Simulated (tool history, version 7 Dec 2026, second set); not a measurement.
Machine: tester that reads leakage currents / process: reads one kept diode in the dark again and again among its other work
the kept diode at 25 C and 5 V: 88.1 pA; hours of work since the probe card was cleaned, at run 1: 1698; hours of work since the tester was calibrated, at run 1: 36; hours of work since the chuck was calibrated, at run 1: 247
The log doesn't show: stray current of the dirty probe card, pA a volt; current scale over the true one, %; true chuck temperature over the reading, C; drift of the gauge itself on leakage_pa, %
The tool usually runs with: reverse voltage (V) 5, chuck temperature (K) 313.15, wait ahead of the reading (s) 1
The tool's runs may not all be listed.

| run | hour | reverse voltage (V) | chuck temperature (K) | wait ahead of the reading (s) | hours of work since the probe card was cleaned | hours of work since the tester was calibrated | hours of work since the chuck was calibrated | current that the tester gives (pA) |
|---|---|---|---|---|---|---|---|---|
| 1 | 0 | 5 | 313.15 | 1 | 1698 | 36 | 247 | 240.31 |
| 2 | 24.8 | 5 | 313.15 | 1 | 1717 | 54 | 266 | 238.75 |
| 3 | 40.1 | 5 | 313.15 | 1 | 1728 | 65 | 277 | 237.4 |
| 4 | 58.5 | 5 | 313.15 | 1.03 | 1742 | 79 | 291 | 237.19 |
| 5 | 75.5 | 5 | 313.15 | 1 | 1755 | 92 | 303 | 236.58 |
| 6 | 96.1 | 5 | 313.15 | 1 | 1770 | 107 | 319 | 236.01 |
| 7 | 108.3 | 5 | 313.15 | 1 | 1779 | 116 | 328 | 235.42 |
| 8 | 127.5 | 5 | 313.15 | 1 | 1793 | 130 | 342 | 234.27 |
| 9 | 146.3 | 5 | 293.15 | 1 | 1807 | 144 | 356 | 57.37 |
| 10 | 170 | 5 | 293.15 | 1 | 1825 | 162 | 373 | 57.34 |
| 11 | 198 | 5 | 293.15 | 1 | 1846 | 183 | 394 | 56.97 |
|  | 201.8 | chuck's temperature calibrated |
| 12 | 218.4 | 5 | 293.15 | 1 | 1859 | 196 | 12 | 55.25 |
| 13 | 237.2 | 5 | 313.15 | 6.28 | 1873 | 210 | 26 | 222.57 |
| 14 | 262.8 | 5 | 313.15 | 6.28 | 1892 | 229 | 45 | 221.73 |
| 15 | 288.7 | 5 | 330.15 | 6.28 | 1911 | 248 | 65 | 654 |
| 16 | 305.5 | 5 | 300.15 | 6.28 | 1924 | 261 | 77 | 89.5 |
| 17 | 320.6 | 5 | 313.15 | 1 | 1935 | 272 | 88 | 218.3 |
|  | 348.3 | chuck's temperature calibrated, once more |
| 18 | 348.3 | 5 | 313.15 | 1 | 1954 | 291 | 0 | 258.08 |
| 19 | 363.9 | 16.74 | 313.15 | 1 | 1966 | 303 | 12 | 387.96 |
| 20 | 387.1 | 5 | 313.15 | 1 | 1983 | 320 | 29 | 255.49 |
| 21 | 406 | 2.05 | 299.15 | 4.95 | 1997 | 334 | 43 | 71.3 |
| 22 | 429.9 | 2.8 | 299.15 | 0.32 | 2015 | 352 | 61 | 79.7 |
| 23 | 458.8 | 1.99 | 314.15 | 0.52 | 2036 | 373 | 82 | 197.37 |
| 24 | 483.9 | 1.58 | 314.15 | 2.68 | 2055 | 392 | 101 | 182.52 |
| 25 | 502.4 | 16.79 | 314.15 | 2.68 | 2069 | 406 | 114 | 402.3 |
| 26 | 521.4 | 16.79 | 314.15 | 2.68 | 2083 | 420 | 129 | 400.5 |
| 27 | 541.8 | 5 | 312.15 | 1 | 2098 | 435 | 144 | 231.22 |
| 28 | 564.5 | 2.2 | 300.15 | 1.63 | 2115 | 452 | 161 | 75.76 |
| 29 | 585 | 11.27 | 329.15 | 1 | 2130 | 467 | 176 | 886.11 |
| 30 | 605.4 | 5.73 | 329.15 | 2.7 | 2145 | 482 | 191 | 702.55 |
| 31 | 621.4 | 5.73 | 329.15 | 2.7 | 2157 | 494 | 203 | 705.35 |
| 32 | 650.1 | 1.78 | 300.15 | 2.7 | 2178 | 515 | 224 | 69.3 |
| 33 | 671.1 | 4.29 | 293.15 | 8.18 | 2194 | 531 | 240 | 56.57 |
| 34 | 694.9 | 9.8 | 305.15 | 2.8 | 2212 | 549 | 257 | 175.95 |
| 35 | 709.4 | 1.19 | 305.15 | 0.94 | 2222 | 560 | 268 | 85.51 |
| 36 | 724 | 1.19 | 305.15 | 0.94 | 2233 | 570 | 279 | 85.15 |
| 37 | 737.8 | 1.19 | 305.15 | 0.94 | 2244 | 581 | 289 | 84.79 |
| 38 | 755.2 | 5 | 313.15 | 0.81 | 2256 | 594 | 302 | 236.99 |
| 39 | 781.7 | 12.83 | 312.15 | 4.34 | 2276 | 613 | 322 | 302.37 |

Hidden state at the last listed run before each entry between runs and at the first one after, where it differs:
After run 11, before run 12: chuck's temperature calibrated (hour 201.8)
  stray current of the dirty probe card, pA a volt: 0.616 -> 0.621; current scale over the true one, %: 0.14 -> 0.15; true chuck temperature over the reading, C: -1.62 -> -2.09
  the result without the hidden state subtracted from the measured one, current that the tester gives (pA): -4 -> -5.91
After run 17, before run 18: chuck's temperature calibrated, once more (hour 348.3)
  stray current of the dirty probe card, pA a volt: 0.645 -> 0.652; current scale over the true one, %: 0.16 -> 0.17; true chuck temperature over the reading, C: -2.41 -> 0
  the result without the hidden state subtracted from the measured one, current that the tester gives (pA): -34.34 -> +3.62
